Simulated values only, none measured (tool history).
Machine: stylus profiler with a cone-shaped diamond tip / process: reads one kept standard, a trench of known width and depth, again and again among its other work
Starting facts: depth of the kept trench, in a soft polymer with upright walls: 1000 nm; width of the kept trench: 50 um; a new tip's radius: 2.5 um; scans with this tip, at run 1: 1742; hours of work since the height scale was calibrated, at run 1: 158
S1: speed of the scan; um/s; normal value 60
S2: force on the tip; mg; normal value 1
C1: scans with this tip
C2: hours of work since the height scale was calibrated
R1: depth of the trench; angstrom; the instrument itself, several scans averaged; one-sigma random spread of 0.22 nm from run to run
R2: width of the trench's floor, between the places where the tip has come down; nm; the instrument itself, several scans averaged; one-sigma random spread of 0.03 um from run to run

run	hour	S1	S2	C1	C2	R1	R2
1	0	60	1	1742	158	10035.2	45130
2	13.2	60	1	1824	166	10036.3	45110
3	23.2	60	2.65	1887	172	10064.5	45320
4	32.7	60	2.65	1945	177	10069.1	45350
5	40.5	73	1	1994	181	10039.5	44990
6	47.3	73	1	2036	185	10040.8	44950
7	60.9	73	1	2121	193	10033.5	45040
8	73.7	73	1	2201	200	10036.5	44960
9	79.8	73	1	2239	204	10041.9	44960
10	86.9	23	1	2283	208	10034.8	45440
11	94.5	23	1	2331	212	10040.1	45420
12	102.6	60	2.54	2381	216	10065.7	45260
13	109.4	73	1	2424	220	10044.5	44960
14	121.7	73	1	2500	227	10041.4	44890
15	131.2	24	1	2559	233	10047.4	45430
16	143.4	24	1	2635	240	10038	45330
17	156.5	60	1	2717	247	10043.4	45050
18	163.8	60	2.43	2763	251	10068.1	45250
19	173.8	60	2.43	2825	257	10066.1	45220
20	183.4	60	1	2885	262	10039.9	44960
21	191.4	60	0.81	2935	267	10039.1	44920
22	204.7	60	0.81	3017	274	10041.1	44930
23	212.2	60	0.81	3065	279	10034.6	44870
24	220.9	77	1.47	3118	284	10052.4	44930
25	235.1	178	0.38	3207	292	10030.8	42790
26	248.5	178	0.38	3291	299	10023.4	42800
27	261.8	44	1	3374	307	10042.5	45060
28	272	28	1.52	3437	312	10052.6	45300
29	285.5	46	0.92	3521	320	10042.3	45020
30	292.3	63	0.45	3563	324	10031.1	44580
31	301.7	63	0.45	3622	329	10032.4	44600
32	316.5	25	0.36	3715	338	10032.7	45050
33	326.8	34	0.58	3778	344	10035.8	45020
34	334.8	34	0.58	3828	348	10039.1	45030
35	345.6	23	0.58	3896	354	10036.4	45190
36	354.2	195	2.15	3950	359	10072.9	44210
37	363.5	18	2.04	4007	364	10062.7	45340
38	375.3	104	0.47	4081	371	10033	43970
39	384.7	104	0.47	4139	376	10034.5	44010
40	393.3	104	0.47	4193	381	10037.7	43960
41	402.5	91	1.08	4250	386	10049.6	44580
42	413.2	83	1.08	4317	392	10049.1	44630
43	423.8	46	0.87	4383	399	10046.5	44940
44	438.3	19	0.81	4473	407	10044.2	45150
45	446.1	148	0.79	4522	411	10043	43800
46	453.1	86	0.61	4566	415	10044.3	44350

Selected run-to-run steps in R1, each split into two signed amounts: the part the tool would show with no hidden state at all (from settings, incoming material and random variation), and the remainder, which goes to the hidden state together with any gauge scatter not common to the measured and the hidden-state-free results:
Hidden state at play: radius of the tip, um; height scale over the true one, %; drift of the gauge itself on depth_nm, %; drift of the gauge itself on floor_um, %.
Run 2 -> 3: S2 1 -> 2.65. R1 +28.2 angstrom: hidden state +0.4, all else +27.8.
Run 4 -> 5: S1 60 -> 73, S2 2.65 -> 1. R1 -29.6 angstrom: hidden state +0.2, all else -29.8.
Run 7 -> 8: settings left as they were, no log entry in between. R1 +3 angstrom: hidden state +0.4, all else +2.6.
Run 13 -> 14: settings left as they were, no log entry in between. R1 -3.1 angstrom: hidden state +0.4, all else -3.5.
Run 35 -> 36: S1 23 -> 195, S2 0.58 -> 2.15. R1 +36.5 angstrom: hidden state +0.3, all else +36.2.
Run 37 -> 38: S1 18 -> 104, S2 2.04 -> 0.47. R1 -29.7 angstrom: hidden state +0.2, all else -29.9.
